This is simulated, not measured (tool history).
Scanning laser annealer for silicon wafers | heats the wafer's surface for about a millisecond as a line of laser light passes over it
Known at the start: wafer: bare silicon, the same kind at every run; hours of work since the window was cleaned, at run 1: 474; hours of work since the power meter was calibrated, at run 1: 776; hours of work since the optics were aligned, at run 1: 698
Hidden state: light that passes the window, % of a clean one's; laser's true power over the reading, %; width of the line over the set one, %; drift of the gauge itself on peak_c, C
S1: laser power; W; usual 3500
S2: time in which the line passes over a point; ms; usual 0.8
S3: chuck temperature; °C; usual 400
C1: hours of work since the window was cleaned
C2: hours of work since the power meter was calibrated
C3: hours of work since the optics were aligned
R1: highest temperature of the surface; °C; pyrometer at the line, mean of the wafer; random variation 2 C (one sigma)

run 1 hour=0 | S1=3500 S2=0.8 S3=400 | C1=474 C2=776 C3=698 | R1=1212
run 2 hour=35.5 | S1=3500 S2=0.673 S3=400 | C1=488 C2=790 C3=712 | R1=1150
run 3 hour=86.1 | S1=3500 S2=0.673 S3=400 | C1=508 C2=811 C3=732 | R1=1153
run 4 hour=131.7 | S1=3150 S2=0.8 S3=400 | C1=527 C2=829 C3=751 | R1=1125
run 5 hour=158 | S1=3500 S2=0.8 S3=400 | C1=537 C2=840 C3=762 | R1=1208
run 6 hour=192.5 | S1=3500 S2=0.8 S3=400 | C1=551 C2=854 C3=775 | R1=1208
run 7 hour=217.4 | S1=3500 S2=0.8 S3=390 | C1=561 C2=864 C3=785 | R1=1196
run 8 hour=244.3 | S1=3500 S2=0.716 S3=400 | C1=572 C2=874 C3=796 | R1=1168
run 9 hour=275.7 | S1=3500 S2=0.716 S3=400 | C1=585 C2=887 C3=809 | R1=1164
run 10 hour=317.5 | S1=3500 S2=0.8 S3=400 | C1=602 C2=904 C3=826 | R1=1202
run 11 hour=372.2 | S1=3500 S2=0.8 S3=410 | C1=624 C2=926 C3=848 | R1=1209
run 12 hour=419.8 | S1=3500 S2=0.8 S3=410 | C1=643 C2=945 C3=867 | R1=1211
run 13 hour=478.2 | S1=3500 S2=0.8 S3=410 | C1=667 C2=969 C3=891 | R1=1209
-- hour=500.2 window over the wafer cleaned
run 14 hour=520.4 | S1=3500 S2=0.8 S3=410 | C1=8 C2=985 C3=907 | R1=1251
run 15 hour=553.6 | S1=3500 S2=0.8 S3=410 | C1=22 C2=998 C3=920 | R1=1250
run 16 hour=606.1 | S1=3727 S2=0.675 S3=400 | C1=43 C2=1020 C3=942 | R1=1229
run 17 hour=642.1 | S1=3723 S2=0.675 S3=400 | C1=57 C2=1034 C3=956 | R1=1226
run 18 hour=672.3 | S1=3723 S2=0.675 S3=400 | C1=69 C2=1046 C3=968 | R1=1224
run 19 hour=709.8 | S1=3483 S2=0.91 S3=400 | C1=85 C2=1061 C3=983 | R1=1282
run 20 hour=759.6 | S1=3483 S2=0.91 S3=400 | C1=105 C2=1082 C3=1003 | R1=1277
run 21 hour=798.7 | S1=3483 S2=0.91 S3=400 | C1=120 C2=1097 C3=1019 | R1=1279
run 22 hour=848.7 | S1=3282 S2=0.632 S3=390 | C1=141 C2=1117 C3=1039 | R1=1091
run 23 hour=899.1 | S1=3264 S2=0.799 S3=390 | C1=161 C2=1138 C3=1060 | R1=1162
run 24 hour=943.7 | S1=3356 S2=0.95 S3=376 | C1=179 C2=1156 C3=1078 | R1=1236
run 25 hour=993 | S1=3500 S2=0.948 S3=393 | C1=199 C2=1176 C3=1098 | R1=1287
run 26 hour=1025.3 | S1=3547 S2=0.599 S3=400 | C1=212 C2=1189 C3=1111 | R1=1138
run 27 hour=1054.1 | S1=3560 S2=0.8 S3=387 | C1=223 C2=1200 C3=1122 | R1=1225
run 28 hour=1097.7 | S1=3560 S2=0.8 S3=387 | C1=241 C2=1218 C3=1140 | R1=1229
run 29 hour=1140.4 | S1=3347 S2=0.651 S3=395 | C1=258 C2=1235 C3=1157 | R1=1112

4 ways to go on from here, each from the tool as it stands after run 29. What would each give?
run A hour=1190.7 | S1=3609 S2=0.8 S3=371 | C1=279 C2=1255 C3=1177 | R1=?
run B hour=1190.7 | S1=3780 S2=0.588 S3=438 | C1=279 C2=1255 C3=1177 | R1=?
run C hour=1190.7 | S1=3461 S2=0.565 S3=373 | C1=279 C2=1255 C3=1177 | R1=?
run D hour=1190.7 | S1=3450 S2=0.743 S3=431 | C1=279 C2=1255 C3=1177 | R1=?

run=A R1=1216
run=B R1=1211
run=C R1=1068
run=D R1=1216
Without the tool's hidden state the same runs would have given:
run=A R1=1244
run=B R1=1236
run=C R1=1091
run=D R1=1241
